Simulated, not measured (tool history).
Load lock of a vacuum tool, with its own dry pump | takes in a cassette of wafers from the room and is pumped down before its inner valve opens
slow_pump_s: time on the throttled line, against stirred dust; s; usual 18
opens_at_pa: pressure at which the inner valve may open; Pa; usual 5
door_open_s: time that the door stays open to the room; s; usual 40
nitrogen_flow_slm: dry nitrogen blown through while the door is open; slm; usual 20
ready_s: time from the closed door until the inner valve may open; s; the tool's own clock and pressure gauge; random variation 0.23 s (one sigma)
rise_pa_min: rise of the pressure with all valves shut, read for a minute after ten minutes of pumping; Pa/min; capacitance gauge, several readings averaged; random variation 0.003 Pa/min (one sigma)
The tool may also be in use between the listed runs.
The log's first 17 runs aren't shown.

| run | hour | slow_pump_s | opens_at_pa | door_open_s | nitrogen_flow_slm | incoming humidity of the room's air, % | ready_s | rise_pa_min |
|---|---|---|---|---|---|---|---|---|
| 18 | 3338.9 | 18 | 5 | 40 | 20 | 44.9 | 29.5 | 0.162 |
| 19 | 3605.2 | 18 | 5 | 40 | 20 | 45.5 | 29.7 | 0.165 |
| 20 | 3758.7 | 29 | 5 | 49 | 28 | 46.7 | 39.3 | 0.163 |
| 21 | 3886.5 | 16 | 5 | 196 | 22 | 50.1 | 28.1 | 0.227 |
| 22 | 4127.2 | 16 | 5 | 196 | 22 | 47.1 | 27.8 | 0.23 |
| 23 | 4406.9 | 18 | 5 | 74 | 22 | 47.3 | 30 | 0.198 |
| 24 | 4638.2 | 28 | 5 | 40 | 20 | 45.4 | 38.5 | 0.185 |
| 25 | 4907.6 | 28 | 5 | 40 | 20 | 47.1 | 38.2 | 0.186 |
| 26 | 5090 | 28 | 5 | 40 | 20 | 43.3 | 38.3 | 0.193 |
| 27 | 5253.4 | 9 | 5 | 40 | 26 | 43.7 | 22.4 | 0.193 |
| 28 | 5410.9 | 10 | 4 | 35 | 8 | 46 | 23.6 | 0.211 |
| 29 | 5584.6 | 18 | 5 | 29 | 13 | 45.6 | 30.2 | 0.197 |
| 30 | 5855.6 | 18 | 5 | 29 | 19 | 43 | 29.8 | 0.191 |
| 31 | 5979.1 | 23 | 4 | 36 | 20 | 42.7 | 34.7 | 0.202 |
| 32 | 6102.7 | 12 | 6 | 40 | 20 | 43.3 | 24.9 | 0.203 |
| 33 | 6340.1 | 14 | 7 | 58 | 19 | 47.5 | 26.3 | 0.233 |
| 34 | 6577.5 | 14 | 5 | 73 | 8 | 43.9 | 26.7 | 0.256 |
| 35 | 6736.2 | 14 | 5 | 73 | 8 | 47.3 | 27 | 0.264 |
| 36 | 6997.9 | 14 | 8 | 73 | 8 | 45.2 | 26.1 | 0.252 |

Forecast each of these 5 alternatives for the next run:
| A | 7277.5 | 18 | 5 | 40 | 7 | 46.2 | ? | ? |
| B | 7277.5 | 10 | 8 | 212 | 8 | 43.9 | ? | ? |
| C | 7277.5 | 10 | 4 | 40 | 7 | 41.4 | ? | ? |
| D | 7277.5 | 11 | 9 | 40 | 33 | 40.6 | ? | ? |
| E | 7277.5 | 17 | 5 | 73 | 14 | 46.2 | ? | ? |

| run | ready_s | rise_pa_min |
|---|---|---|
| A | 30.7 | 0.249 |
| B | 22.5 | 0.333 |
| C | 24.4 | 0.244 |
| D | 23.2 | 0.219 |
| E | 29.2 | 0.248 |
Without the tool's hidden state the same runs would have given:
| run | ready_s | rise_pa_min |
|---|---|---|
| A | 29 | 0.055 |
| B | 20.8 | 0.141 |
| C | 22.6 | 0.052 |
| D | 21.6 | 0.025 |
| E | 27.6 | 0.057 |

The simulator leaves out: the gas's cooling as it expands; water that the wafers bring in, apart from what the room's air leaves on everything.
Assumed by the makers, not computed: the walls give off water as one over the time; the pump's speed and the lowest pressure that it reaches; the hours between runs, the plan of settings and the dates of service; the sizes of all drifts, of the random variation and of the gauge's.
